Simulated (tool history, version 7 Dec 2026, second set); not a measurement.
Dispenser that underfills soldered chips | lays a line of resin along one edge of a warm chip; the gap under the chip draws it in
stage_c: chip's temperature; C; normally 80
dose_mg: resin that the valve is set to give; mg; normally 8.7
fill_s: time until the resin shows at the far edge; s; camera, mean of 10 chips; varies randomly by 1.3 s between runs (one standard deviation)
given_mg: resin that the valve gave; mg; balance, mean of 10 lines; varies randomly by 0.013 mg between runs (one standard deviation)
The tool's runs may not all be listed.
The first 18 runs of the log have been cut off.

| run | hour | stage_c | dose_mg | fill_s | given_mg |
|---|---|---|---|---|---|
| 19 | 85.9 | 86 | 7.45 | 131 | 7.41 |
| 20 | 89.6 | 80 | 9.22 | 182.1 | 9.13 |
|  | 92.2 | new syringe of resin |
| 21 | 95.4 | 80 | 9.22 | 140.3 | 9.08 |
| 22 | 100.3 | 93 | 10.67 | 86.7 | 10.53 |
| 23 | 103.8 | 93 | 10.67 | 95 | 10.52 |
| 24 | 107.6 | 91 | 7.93 | 118 | 7.79 |
|  | 108.3 | new syringe of resin |
| 25 | 110.7 | 87 | 7.93 | 103.8 | 7.79 |
| 26 | 115.6 | 67 | 9.23 | 293.5 | 9.05 |
| 27 | 119.2 | 91 | 8.7 | 104.7 | 8.53 |
|  | 124.1 | new syringe of resin |
| 28 | 124.1 | 91 | 8.7 | 77.4 | 8.51 |
| 29 | 130.3 | 91 | 8.7 | 91.6 | 8.48 |
|  | 134.9 | dispensing valve cleaned and set on the balance |
| 30 | 137.1 | 91 | 8.7 | 105.7 | 8.69 |
|  | 141 | new syringe of resin |
| 31 | 142.1 | 90 | 9.43 | 83.2 | 9.39 |
| 32 | 147 | 80 | 9.41 | 150.4 | 9.37 |
| 33 | 151.6 | 84 | 7.79 | 146.6 | 7.72 |
|  | 157.1 | new syringe of resin |
| 34 | 157.3 | 84 | 7.79 | 113.6 | 7.74 |
| 35 | 163.9 | 76 | 8.6 | 189.3 | 8.5 |

Branching from run 35: 5 alternative next runs. What would each branch give?
| A | 166.9 | 82 | 7.53 | ? | ? |
| B | 166.9 | 95 | 8.87 | ? | ? |
| C | 166.9 | 80 | 9.48 | ? | ? |
| D | 166.9 | 68 | 7.42 | ? | ? |
| E | 166.9 | 83 | 9.58 | ? | ? |

| run | fill_s | given_mg |
|---|---|---|
| A | 158.7 | 7.45 |
| B | 84 | 8.75 |
| C | 170.7 | 9.37 |
| D | 320.3 | 7.33 |
| E | 146 | 9.46 |
Stripped of hidden state, with their random variation kept, the same runs would have yielded:
| run | fill_s | given_mg |
|---|---|---|
| A | 116.8 | 7.54 |
| B | 62 | 8.86 |
| C | 125.9 | 9.49 |
| D | 234.9 | 7.42 |
| E | 107.7 | 9.58 |
